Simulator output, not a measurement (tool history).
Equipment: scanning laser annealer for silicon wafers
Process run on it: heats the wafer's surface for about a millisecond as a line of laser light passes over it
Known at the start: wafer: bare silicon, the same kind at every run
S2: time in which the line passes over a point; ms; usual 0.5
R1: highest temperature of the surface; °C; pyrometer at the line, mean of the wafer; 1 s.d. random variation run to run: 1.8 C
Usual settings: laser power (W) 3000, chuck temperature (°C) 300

{"run": 1, "hour": 0.0, "laser power (W)": 3000, "S2": 0.5, "chuck temperature (°C)": 300, "R1": 1006}
{"run": 2, "hour": 5.5, "laser power (W)": 3000, "S2": 0.474, "chuck temperature (°C)": 300, "R1": 989}
{"run": 3, "hour": 10.9, "laser power (W)": 3000, "S2": 0.474, "chuck temperature (°C)": 300, "R1": 989}
{"run": 4, "hour": 21.2, "laser power (W)": 3000, "S2": 0.474, "chuck temperature (°C)": 337, "R1": 1025}
{"run": 5, "hour": 31.6, "laser power (W)": 3000, "S2": 0.5, "chuck temperature (°C)": 300, "R1": 1000}
{"run": 6, "hour": 41.2, "laser power (W)": 3000, "S2": 0.5, "chuck temperature (°C)": 300, "R1": 1004}
{"run": 7, "hour": 51.6, "laser power (W)": 3000, "S2": 0.5, "chuck temperature (°C)": 300, "R1": 998}
{"run": 8, "hour": 60.5, "laser power (W)": 3000, "S2": 0.5, "chuck temperature (°C)": 300, "R1": 1001}
{"run": 9, "hour": 72.0, "laser power (W)": 3000, "S2": 0.5, "chuck temperature (°C)": 300, "R1": 1003}
{"run": 10, "hour": 80.2, "laser power (W)": 3000, "S2": 0.5, "chuck temperature (°C)": 300, "R1": 1005}
{"run": 11, "hour": 85.0, "laser power (W)": 3000, "S2": 0.5, "chuck temperature (°C)": 300, "R1": 1005}
{"run": 12, "hour": 89.7, "laser power (W)": 3000, "S2": 0.5, "chuck temperature (°C)": 300, "R1": 1003}
{"run": 13, "hour": 97.3, "laser power (W)": 3000, "S2": 0.368, "chuck temperature (°C)": 300, "R1": 901}
{"run": 14, "hour": 104.1, "laser power (W)": 3000, "S2": 0.5, "chuck temperature (°C)": 300, "R1": 1002}
{"run": 15, "hour": 112.1, "laser power (W)": 3000, "S2": 0.5, "chuck temperature (°C)": 300, "R1": 1003}
{"run": 16, "hour": 121.8, "laser power (W)": 3000, "S2": 0.5, "chuck temperature (°C)": 293, "R1": 993}
{"run": 17, "hour": 130.1, "laser power (W)": 3000, "S2": 0.5, "chuck temperature (°C)": 293, "R1": 996}
{"run": 18, "hour": 137.1, "laser power (W)": 3000, "S2": 0.5, "chuck temperature (°C)": 293, "R1": 995}
{"hour": 141.0, "done": "laser's power meter calibrated"}
{"run": 19, "hour": 145.6, "laser power (W)": 3000, "S2": 0.5, "chuck temperature (°C)": 293, "R1": 995}
{"run": 20, "hour": 155.0, "laser power (W)": 2714, "S2": 0.5, "chuck temperature (°C)": 293, "R1": 906}
{"run": 21, "hour": 159.8, "laser power (W)": 2789, "S2": 0.533, "chuck temperature (°C)": 311, "R1": 969}
{"hour": 171.5, "done": "laser's power meter calibrated, once more"}
{"run": 22, "hour": 171.8, "laser power (W)": 2789, "S2": 0.533, "chuck temperature (°C)": 311, "R1": 964}
{"run": 23, "hour": 182.6, "laser power (W)": 3021, "S2": 0.62, "chuck temperature (°C)": 300, "R1": 1087}
{"run": 24, "hour": 192.4, "laser power (W)": 3119, "S2": 0.421, "chuck temperature (°C)": 333, "R1": 1008}
{"run": 25, "hour": 197.5, "laser power (W)": 3119, "S2": 0.422, "chuck temperature (°C)": 282, "R1": 958}
{"run": 26, "hour": 205.0, "laser power (W)": 3119, "S2": 0.607, "chuck temperature (°C)": 282, "R1": 1091}
{"run": 27, "hour": 213.5, "laser power (W)": 2984, "S2": 0.544, "chuck temperature (°C)": 301, "R1": 1029}
{"run": 28, "hour": 220.4, "laser power (W)": 2726, "S2": 0.477, "chuck temperature (°C)": 323, "R1": 926}
{"run": 29, "hour": 228.4, "laser power (W)": 2585, "S2": 0.392, "chuck temperature (°C)": 280, "R1": 788}
{"run": 30, "hour": 238.1, "laser power (W)": 2561, "S2": 0.529, "chuck temperature (°C)": 302, "R1": 886}
{"run": 31, "hour": 245.1, "laser power (W)": 2561, "S2": 0.529, "chuck temperature (°C)": 302, "R1": 882}
{"run": 32, "hour": 255.8, "laser power (W)": 2772, "S2": 0.5, "chuck temperature (°C)": 300, "R1": 928}
{"run": 33, "hour": 267.3, "laser power (W)": 2744, "S2": 0.51, "chuck temperature (°C)": 268, "R1": 892}
{"run": 34, "hour": 277.5, "laser power (W)": 2744, "S2": 0.51, "chuck temperature (°C)": 268, "R1": 893}
{"run": 35, "hour": 285.9, "laser power (W)": 2744, "S2": 0.393, "chuck temperature (°C)": 268, "R1": 817}
{"run": 36, "hour": 291.7, "laser power (W)": 2744, "S2": 0.393, "chuck temperature (°C)": 268, "R1": 817}
{"run": 37, "hour": 300.4, "laser power (W)": 3189, "S2": 0.465, "chuck temperature (°C)": 334, "R1": 1063}
{"run": 38, "hour": 305.5, "laser power (W)": 3000, "S2": 0.5, "chuck temperature (°C)": 281, "R1": 975}
{"run": 39, "hour": 314.9, "laser power (W)": 3000, "S2": 0.5, "chuck temperature (°C)": 281, "R1": 978}
{"run": 40, "hour": 325.8, "laser power (W)": 2854, "S2": 0.486, "chuck temperature (°C)": 321, "R1": 962}

5 ways to go on from here, each from the tool as it stands after run 40. What would each give?
{"run": "A", "hour": 336.6, "laser power (W)": 3281, "S2": 0.532, "chuck temperature (°C)": 300, "R1": "?"}
{"run": "B", "hour": 336.6, "laser power (W)": 2854, "S2": 0.405, "chuck temperature (°C)": 321, "R1": "?"}
{"run": "C", "hour": 336.6, "laser power (W)": 2715, "S2": 0.557, "chuck temperature (°C)": 319, "R1": "?"}
{"run": "D", "hour": 336.6, "laser power (W)": 2854, "S2": 0.486, "chuck temperature (°C)": 320, "R1": "?"}
{"run": "E", "hour": 336.6, "laser power (W)": 2854, "S2": 0.457, "chuck temperature (°C)": 309, "R1": "?"}

run=A R1=1107
run=B R1=908
run=C R1=959
run=D R1=963
run=E R1=931
Take away the tool's hidden state, keep each run's random variation, and the runs would have read:
run=A R1=1129
run=B R1=924
run=C R1=976
run=D R1=981
run=E R1=948
